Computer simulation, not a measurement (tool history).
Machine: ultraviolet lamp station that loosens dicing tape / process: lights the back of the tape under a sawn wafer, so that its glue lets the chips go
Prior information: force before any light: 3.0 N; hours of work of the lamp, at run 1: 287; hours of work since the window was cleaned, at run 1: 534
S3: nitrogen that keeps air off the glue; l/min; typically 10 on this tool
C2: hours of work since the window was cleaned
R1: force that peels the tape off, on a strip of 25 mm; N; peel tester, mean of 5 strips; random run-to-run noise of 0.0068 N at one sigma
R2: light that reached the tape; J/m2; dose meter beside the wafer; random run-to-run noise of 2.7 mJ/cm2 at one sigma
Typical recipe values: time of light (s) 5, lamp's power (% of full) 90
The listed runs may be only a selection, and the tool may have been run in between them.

{"run": 1, "hour": 0.0, "time of light (s)": 5, "lamp's power (% of full)": 90, "S3": 10, "hours of work of the lamp": 287, "C2": 534, "R1": 0.233, "R2": 3560}
{"run": 2, "hour": 22.8, "time of light (s)": 5, "lamp's power (% of full)": 90, "S3": 10, "hours of work of the lamp": 299, "C2": 545, "R1": 0.23, "R2": 3580}
{"run": 3, "hour": 40.6, "time of light (s)": 5, "lamp's power (% of full)": 83, "S3": 10, "hours of work of the lamp": 308, "C2": 555, "R1": 0.229, "R2": 3320}
{"run": 4, "hour": 62.6, "time of light (s)": 5, "lamp's power (% of full)": 90, "S3": 10, "hours of work of the lamp": 319, "C2": 566, "R1": 0.227, "R2": 3590}
{"run": 5, "hour": 79.9, "time of light (s)": 5, "lamp's power (% of full)": 90, "S3": 10, "hours of work of the lamp": 328, "C2": 575, "R1": 0.22, "R2": 3540}
{"run": 6, "hour": 97.3, "time of light (s)": 5, "lamp's power (% of full)": 76, "S3": 10, "hours of work of the lamp": 337, "C2": 584, "R1": 0.252, "R2": 3020}
{"run": 7, "hour": 121.1, "time of light (s)": 4, "lamp's power (% of full)": 76, "S3": 10, "hours of work of the lamp": 349, "C2": 596, "R1": 0.323, "R2": 2420}
{"run": 8, "hour": 137.5, "time of light (s)": 4, "lamp's power (% of full)": 76, "S3": 10, "hours of work of the lamp": 358, "C2": 605, "R1": 0.329, "R2": 2420}
{"run": 9, "hour": 152.0, "time of light (s)": 4, "lamp's power (% of full)": 76, "S3": 10, "hours of work of the lamp": 365, "C2": 612, "R1": 0.326, "R2": 2410}
{"hour": 171.3, "done": "window cleaned of glue's vapour"}
{"run": 10, "hour": 172.0, "time of light (s)": 4, "lamp's power (% of full)": 76, "S3": 10, "hours of work of the lamp": 376, "C2": 0, "R1": 0.329, "R2": 2410}
{"run": 11, "hour": 189.6, "time of light (s)": 5, "lamp's power (% of full)": 90, "S3": 10, "hours of work of the lamp": 385, "C2": 9, "R1": 0.237, "R2": 3640}
{"run": 12, "hour": 212.8, "time of light (s)": 5, "lamp's power (% of full)": 79, "S3": 10, "hours of work of the lamp": 397, "C2": 21, "R1": 0.253, "R2": 3220}
{"run": 13, "hour": 241.9, "time of light (s)": 5, "lamp's power (% of full)": 90, "S3": 10, "hours of work of the lamp": 412, "C2": 37, "R1": 0.229, "R2": 3580}
{"run": 14, "hour": 260.4, "time of light (s)": 5, "lamp's power (% of full)": 90, "S3": 10, "hours of work of the lamp": 421, "C2": 46, "R1": 0.236, "R2": 3590}
{"run": 15, "hour": 275.5, "time of light (s)": 5, "lamp's power (% of full)": 90, "S3": 9, "hours of work of the lamp": 429, "C2": 54, "R1": 0.225, "R2": 3650}
{"run": 16, "hour": 299.3, "time of light (s)": 5, "lamp's power (% of full)": 90, "S3": 9, "hours of work of the lamp": 441, "C2": 66, "R1": 0.236, "R2": 3610}
{"run": 17, "hour": 319.4, "time of light (s)": 5, "lamp's power (% of full)": 90, "S3": 9, "hours of work of the lamp": 452, "C2": 77, "R1": 0.251, "R2": 3570}
{"run": 18, "hour": 348.4, "time of light (s)": 5, "lamp's power (% of full)": 90, "S3": 4, "hours of work of the lamp": 467, "C2": 92, "R1": 0.326, "R2": 3600}
{"run": 19, "hour": 361.4, "time of light (s)": 5, "lamp's power (% of full)": 90, "S3": 6, "hours of work of the lamp": 474, "C2": 98, "R1": 0.272, "R2": 3610}
{"run": 20, "hour": 388.9, "time of light (s)": 5, "lamp's power (% of full)": 90, "S3": 6, "hours of work of the lamp": 488, "C2": 113, "R1": 0.281, "R2": 3600}
{"run": 21, "hour": 406.5, "time of light (s)": 5, "lamp's power (% of full)": 90, "S3": 10, "hours of work of the lamp": 497, "C2": 122, "R1": 0.238, "R2": 3650}
{"run": 22, "hour": 431.7, "time of light (s)": 5, "lamp's power (% of full)": 90, "S3": 10, "hours of work of the lamp": 510, "C2": 135, "R1": 0.236, "R2": 3650}
{"run": 23, "hour": 459.5, "time of light (s)": 4, "lamp's power (% of full)": 91, "S3": 10, "hours of work of the lamp": 524, "C2": 149, "R1": 0.263, "R2": 2900}
{"run": 24, "hour": 479.9, "time of light (s)": 10, "lamp's power (% of full)": 77, "S3": 9, "hours of work of the lamp": 535, "C2": 160, "R1": 0.197, "R2": 6100}
{"run": 25, "hour": 496.9, "time of light (s)": 4, "lamp's power (% of full)": 70, "S3": 7, "hours of work of the lamp": 544, "C2": 169, "R1": 0.417, "R2": 2250}
{"run": 26, "hour": 526.2, "time of light (s)": 3, "lamp's power (% of full)": 90, "S3": 12, "hours of work of the lamp": 559, "C2": 184, "R1": 0.324, "R2": 2170}
{"run": 27, "hour": 549.1, "time of light (s)": 7, "lamp's power (% of full)": 71, "S3": 10, "hours of work of the lamp": 571, "C2": 196, "R1": 0.238, "R2": 3940}
{"run": 28, "hour": 572.4, "time of light (s)": 2, "lamp's power (% of full)": 63, "S3": 20, "hours of work of the lamp": 583, "C2": 208, "R1": 0.725, "R2": 1010}
{"run": 29, "hour": 597.4, "time of light (s)": 5, "lamp's power (% of full)": 83, "S3": 16, "hours of work of the lamp": 596, "C2": 221, "R1": 0.238, "R2": 3310}
{"run": 30, "hour": 626.0, "time of light (s)": 5, "lamp's power (% of full)": 93, "S3": 6, "hours of work of the lamp": 611, "C2": 235, "R1": 0.255, "R2": 3680}
{"run": 31, "hour": 651.7, "time of light (s)": 2, "lamp's power (% of full)": 69, "S3": 10, "hours of work of the lamp": 624, "C2": 249, "R1": 0.868, "R2": 1130}
{"run": 32, "hour": 675.2, "time of light (s)": 2, "lamp's power (% of full)": 83, "S3": 17, "hours of work of the lamp": 636, "C2": 261, "R1": 0.537, "R2": 1320}
{"run": 33, "hour": 692.4, "time of light (s)": 3, "lamp's power (% of full)": 94, "S3": 9, "hours of work of the lamp": 645, "C2": 270, "R1": 0.37, "R2": 2270}
{"run": 34, "hour": 713.0, "time of light (s)": 3, "lamp's power (% of full)": 94, "S3": 9, "hours of work of the lamp": 656, "C2": 280, "R1": 0.367, "R2": 2270}
{"run": 35, "hour": 741.0, "time of light (s)": 6, "lamp's power (% of full)": 96, "S3": 12, "hours of work of the lamp": 670, "C2": 295, "R1": 0.216, "R2": 4570}
{"run": 36, "hour": 766.3, "time of light (s)": 5, "lamp's power (% of full)": 90, "S3": 6, "hours of work of the lamp": 683, "C2": 308, "R1": 0.26, "R2": 3570}

Estimate the outcome of run 37 from the log above:
{"run": 37, "hour": 785.7, "time of light (s)": 5, "lamp's power (% of full)": 90, "S3": 6, "hours of work of the lamp": 693, "C2": 318, "R1": "?", "R2": "?"}

Run 37 gave R1 0.254 N, R2 3580 J/m2.
With the hidden condition absent and the run-to-run variation left alone, this run would have shown R1 0.253 N, R2 3590 J/m2.
